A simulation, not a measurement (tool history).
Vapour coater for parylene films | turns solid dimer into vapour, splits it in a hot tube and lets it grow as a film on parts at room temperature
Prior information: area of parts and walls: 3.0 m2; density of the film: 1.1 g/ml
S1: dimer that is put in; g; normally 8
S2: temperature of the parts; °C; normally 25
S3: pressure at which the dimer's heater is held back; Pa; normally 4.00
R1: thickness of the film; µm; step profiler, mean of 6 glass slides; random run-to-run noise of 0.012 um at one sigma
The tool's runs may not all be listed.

{"run": 1, "hour": 0.0, "S1": 8, "S2": 25, "S3": 4.0, "R1": 1.17}
{"run": 2, "hour": 12.7, "S1": 8, "S2": 19, "S3": 4.0, "R1": 1.37}
{"run": 3, "hour": 30.2, "S1": 8, "S2": 19, "S3": 4.41, "R1": 1.35}
{"run": 4, "hour": 39.4, "S1": 8, "S2": 25, "S3": 4.0, "R1": 1.18}
{"run": 5, "hour": 48.3, "S1": 8, "S2": 25, "S3": 4.0, "R1": 1.17}
{"run": 6, "hour": 58.5, "S1": 8, "S2": 25, "S3": 4.0, "R1": 1.17}
{"run": 7, "hour": 68.7, "S1": 8, "S2": 25, "S3": 5.99, "R1": 1.09}
{"hour": 80.6, "done": "trap's valve overhauled"}
{"run": 8, "hour": 80.6, "S1": 8, "S2": 25, "S3": 5.99, "R1": 1.12}
{"run": 9, "hour": 96.9, "S1": 8, "S2": 25, "S3": 5.99, "R1": 1.1}
{"run": 10, "hour": 107.6, "S1": 8, "S2": 25, "S3": 5.99, "R1": 1.11}
{"run": 11, "hour": 126.0, "S1": 8, "S2": 25, "S3": 5.99, "R1": 1.09}
{"run": 12, "hour": 143.0, "S1": 8, "S2": 25, "S3": 5.99, "R1": 1.11}
{"run": 13, "hour": 150.8, "S1": 8, "S2": 25, "S3": 5.99, "R1": 1.09}
{"run": 14, "hour": 160.7, "S1": 8, "S2": 25, "S3": 4.0, "R1": 1.19}
{"run": 15, "hour": 179.5, "S1": 8, "S2": 23, "S3": 4.0, "R1": 1.25}
{"run": 16, "hour": 192.3, "S1": 8, "S2": 25, "S3": 4.0, "R1": 1.18}
{"run": 17, "hour": 208.1, "S1": 8, "S2": 25, "S3": 8.63, "R1": 1.04}
{"run": 18, "hour": 220.5, "S1": 8, "S2": 25, "S3": 8.63, "R1": 1.05}
{"run": 19, "hour": 230.3, "S1": 8, "S2": 30, "S3": 4.0, "R1": 1.04}
{"run": 20, "hour": 247.2, "S1": 9, "S2": 21, "S3": 3.53, "R1": 1.5}
{"run": 21, "hour": 258.0, "S1": 6, "S2": 25, "S3": 2.64, "R1": 0.94}
{"run": 22, "hour": 276.5, "S1": 5, "S2": 29, "S3": 6.2, "R1": 0.62}
{"run": 23, "hour": 290.4, "S1": 5, "S2": 29, "S3": 6.2, "R1": 0.6}
{"run": 24, "hour": 302.0, "S1": 5, "S2": 22, "S3": 2.59, "R1": 0.85}
{"run": 25, "hour": 313.0, "S1": 8, "S2": 30, "S3": 4.0, "R1": 1.03}
{"run": 26, "hour": 321.5, "S1": 8, "S2": 26, "S3": 6.27, "R1": 1.07}
{"run": 27, "hour": 335.7, "S1": 5, "S2": 20, "S3": 4.33, "R1": 0.82}
{"run": 28, "hour": 352.9, "S1": 4, "S2": 20, "S3": 3.67, "R1": 0.68}
{"run": 29, "hour": 363.3, "S1": 4, "S2": 20, "S3": 3.67, "R1": 0.69}
{"hour": 379.5, "done": "trap's valve overhauled"}
{"run": 30, "hour": 383.4, "S1": 8, "S2": 25, "S3": 5.02, "R1": 1.15}
{"run": 31, "hour": 399.4, "S1": 5, "S2": 27, "S3": 2.96, "R1": 0.71}
{"run": 32, "hour": 414.4, "S1": 5, "S2": 19, "S3": 5.13, "R1": 0.83}
{"run": 33, "hour": 426.8, "S1": 6, "S2": 25, "S3": 5.13, "R1": 0.83}
{"run": 34, "hour": 442.7, "S1": 3, "S2": 25, "S3": 5.13, "R1": 0.45}
{"run": 35, "hour": 452.1, "S1": 3, "S2": 24, "S3": 2.13, "R1": 0.48}
{"run": 36, "hour": 464.9, "S1": 8, "S2": 37, "S3": 4.0, "R1": 0.85}
{"run": 37, "hour": 479.8, "S1": 8, "S2": 37, "S3": 4.0, "R1": 0.87}
{"run": 38, "hour": 492.1, "S1": 6, "S2": 37, "S3": 2.51, "R1": 0.69}

Here are 5 independent what-if runs from the current tool condition. What would each one return?
{"run": "A", "hour": 510.9, "S1": 6, "S2": 35, "S3": 2.51, "R1": "?"}
{"run": "B", "hour": 510.9, "S1": 10, "S2": 18, "S3": 7.98, "R1": "?"}
{"run": "C", "hour": 510.9, "S1": 8, "S2": 25, "S3": 3.43, "R1": "?"}
{"run": "D", "hour": 510.9, "S1": 7, "S2": 25, "S3": 4.0, "R1": "?"}
{"run": "E", "hour": 510.9, "S1": 5, "S2": 34, "S3": 2.73, "R1": "?"}

run=A R1=0.73
run=B R1=1.60
run=C R1=1.20
run=D R1=1.04
run=E R1=0.60
Without the tool's unlogged condition, the same runs would have read:
run=A R1=0.74
run=B R1=1.60
run=C R1=1.20
run=D R1=1.04
run=E R1=0.61
